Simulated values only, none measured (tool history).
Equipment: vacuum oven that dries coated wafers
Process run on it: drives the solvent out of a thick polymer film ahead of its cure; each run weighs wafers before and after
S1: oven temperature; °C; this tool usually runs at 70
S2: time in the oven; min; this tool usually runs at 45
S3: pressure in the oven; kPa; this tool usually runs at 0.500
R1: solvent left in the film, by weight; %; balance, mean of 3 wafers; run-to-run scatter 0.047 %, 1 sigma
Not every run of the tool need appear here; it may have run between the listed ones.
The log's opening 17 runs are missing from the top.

run,hour,S1,S2,S3,R1
18,966.0,70,45,1.234,3.64
19,1010.3,70,45,1.234,3.64
20,1055.5,57,57,0.933,7.93
21,1121.9,78,37,0.933,1.87
22,1198.9,84,76,0.500,0.41
23,1259.1,75,35,0.500,2.81
24,1337.7,75,27,1.289,4.37
25,1415.4,79,23,1.363,3.81
26,1450.2,71,32,0.518,4.70
27,1499.0,65,49,0.649,5.22
28,1574.4,69,33,0.500,5.51
29,1626.2,69,33,0.500,5.59
30,1669.7,69,33,0.500,5.51
31,1733.7,69,33,0.500,5.56
32,1809.3,67,36,0.500,5.92

3 options for the next run, each taken on its own from the tool as it stands now. Forecast them:
A,1858.7,78,42,0.487,?
B,1858.7,80,72,0.534,?
C,1858.7,70,34,0.500,?

run,R1
A,1.48
B,0.61
C,5.06
Without the tool's unlogged condition, the same runs would have read:
run,R1
A,0.99
B,0.28
C,4.31
